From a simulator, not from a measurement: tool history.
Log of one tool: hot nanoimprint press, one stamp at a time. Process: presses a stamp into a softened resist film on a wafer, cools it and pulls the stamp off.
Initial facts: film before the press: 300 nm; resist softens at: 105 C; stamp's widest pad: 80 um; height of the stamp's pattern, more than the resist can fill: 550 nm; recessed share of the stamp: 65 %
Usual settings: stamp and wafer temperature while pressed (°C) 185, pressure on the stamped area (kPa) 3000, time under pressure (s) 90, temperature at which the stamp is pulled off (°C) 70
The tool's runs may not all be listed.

run,hour,stamp and wafer temperature while pressed (°C),pressure on the stamped area (kPa),time under pressure (s),temperature at which the stamp is pulled off (°C),resist left under the stamp's widest pad (Å),greatest force while the stamp is pulled off (N)
1,0.0,185,3000,90,70,1656,275
2,17.3,185,3000,127,70,1479,287
# hour 27.9: plate thermocouple calibrated
3,36.6,185,3000,90,70,1698,281
4,55.6,185,3000,90,70,1698,303
5,65.9,185,3000,90,70,1703,301
6,85.3,185,3000,90,70,1704,315
7,103.5,185,2020,90,70,1970,305
8,116.3,187,2020,90,70,1822,309
# hour 131.1: plate thermocouple calibrated, once more
9,137.1,185,3940,90,70,1445,311
10,152.3,185,3000,90,63,1609,342
11,174.8,185,3000,90,63,1625,341
12,194.6,185,3000,90,63,1620,354
13,210.3,185,3000,88,70,1634,342
14,219.8,185,3000,88,70,1635,345
15,242.2,175,1910,47,70,2721,347
16,256.3,175,1910,47,70,2736,359
17,271.4,192,4410,104,72,939,367
18,290.5,192,4410,104,72,939,370
# hour 300.6: press's hydraulic seals changed and the load cell set to zero
19,319.0,192,4410,92,72,967,381
20,336.5,192,4410,92,72,981,380
21,358.0,188,4410,92,72,1193,390
22,376.5,196,3000,90,76,993,379
23,392.5,185,3000,135,61,1419,418
24,405.4,185,3000,135,61,1428,430
25,427.9,175,2600,48,72,2642,416
26,438.5,185,3000,90,64,1642,435
27,450.8,185,3790,64,61,1685,439

Branching from run 27: 4 alternative next runs. What would each branch give?
# hour 459.8: stamp cleaned and given a new release coat
A,467.8,176,3000,106,70,?,?
# hour 459.8: stamp cleaned and given a new release coat
B,467.8,194,3790,61,74,?,?
# hour 459.8: stamp cleaned and given a new release coat
C,467.8,185,3790,64,59,?,?
# hour 459.8: stamp cleaned and given a new release coat
D,467.8,188,3000,146,70,?,?

run,resist left under the stamp's widest pad (Å),greatest force while the stamp is pulled off (N)
A,2194,232
B,1151,221
C,1669,247
D,1194,233
Stripped of hidden state, with their random variation kept, the same runs would have yielded:
run,resist left under the stamp's widest pad (Å),greatest force while the stamp is pulled off (N)
A,2141,229
B,1110,218
C,1615,244
D,1150,230

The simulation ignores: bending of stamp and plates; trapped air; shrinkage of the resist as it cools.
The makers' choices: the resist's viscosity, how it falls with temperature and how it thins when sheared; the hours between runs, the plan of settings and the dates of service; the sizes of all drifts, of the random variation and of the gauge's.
